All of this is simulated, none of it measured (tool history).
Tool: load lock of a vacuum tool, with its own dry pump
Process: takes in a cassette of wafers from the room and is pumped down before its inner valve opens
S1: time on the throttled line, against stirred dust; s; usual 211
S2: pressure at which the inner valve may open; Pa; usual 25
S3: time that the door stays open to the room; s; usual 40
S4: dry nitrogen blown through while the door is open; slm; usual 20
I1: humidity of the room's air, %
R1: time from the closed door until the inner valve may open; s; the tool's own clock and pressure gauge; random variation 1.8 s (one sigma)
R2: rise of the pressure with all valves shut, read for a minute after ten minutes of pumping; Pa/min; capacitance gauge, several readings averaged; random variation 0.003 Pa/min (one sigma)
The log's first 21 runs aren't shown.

{"run": 22, "hour": 4468.0, "S1": 211, "S2": 25, "S3": 40, "S4": 18, "I1": 44.5, "R1": 287.3, "R2": 0.03}
{"run": 23, "hour": 4718.9, "S1": 307, "S2": 25, "S3": 26, "S4": 18, "I1": 42.4, "R1": 377.7, "R2": 0.028}
{"run": 24, "hour": 4869.9, "S1": 162, "S2": 49, "S3": 26, "S4": 18, "I1": 47.8, "R1": 236.1, "R2": 0.032}
{"run": 25, "hour": 5116.9, "S1": 334, "S2": 25, "S3": 186, "S4": 20, "I1": 46.4, "R1": 398.5, "R2": 0.054}
{"run": 26, "hour": 5344.3, "S1": 211, "S2": 29, "S3": 40, "S4": 20, "I1": 44.6, "R1": 288, "R2": 0.037}
{"run": 27, "hour": 5606.7, "S1": 211, "S2": 29, "S3": 40, "S4": 20, "I1": 45.4, "R1": 284.2, "R2": 0.03}
{"run": 28, "hour": 5883.1, "S1": 211, "S2": 29, "S3": 85, "S4": 20, "I1": 42.9, "R1": 287.5, "R2": 0.041}
{"run": 29, "hour": 6182.2, "S1": 211, "S2": 29, "S3": 85, "S4": 20, "I1": 45.1, "R1": 287, "R2": 0.042}
{"run": 30, "hour": 6315.2, "S1": 211, "S2": 48, "S3": 121, "S4": 6, "I1": 44.5, "R1": 281.1, "R2": 0.068}
{"run": 31, "hour": 6603.7, "S1": 211, "S2": 25, "S3": 63, "S4": 20, "I1": 45.5, "R1": 289.5, "R2": 0.039}
{"run": 32, "hour": 6770.3, "S1": 211, "S2": 38, "S3": 40, "S4": 11, "I1": 43.5, "R1": 283.5, "R2": 0.042}
{"run": 33, "hour": 6933.9, "S1": 318, "S2": 42, "S3": 34, "S4": 9, "I1": 49.1, "R1": 377.3, "R2": 0.041}
{"run": 34, "hour": 7164.3, "S1": 318, "S2": 42, "S3": 34, "S4": 9, "I1": 48.3, "R1": 379.9, "R2": 0.039}
{"run": 35, "hour": 7364.6, "S1": 318, "S2": 42, "S3": 34, "S4": 9, "I1": 45.4, "R1": 383.3, "R2": 0.037}

Forecast each of these 3 alternatives for the next run:
{"run": "A", "hour": 7510.7, "S1": 410, "S2": 22, "S3": 40, "S4": 20, "I1": 45.2, "R1": "?", "R2": "?"}
{"run": "B", "hour": 7510.7, "S1": 302, "S2": 25, "S3": 131, "S4": 20, "I1": 45.5, "R1": "?", "R2": "?"}
{"run": "C", "hour": 7510.7, "S1": 318, "S2": 42, "S3": 155, "S4": 9, "I1": 43.6, "R1": "?", "R2": "?"}

run=A R1=464.9 R2=0.033
run=B R1=370 R2=0.048
run=C R1=374.6 R2=0.072
Without the tool's hidden state the same runs would have given:
run=A R1=464.9 R2=0.032
run=B R1=369.9 R2=0.048
run=C R1=374.6 R2=0.071
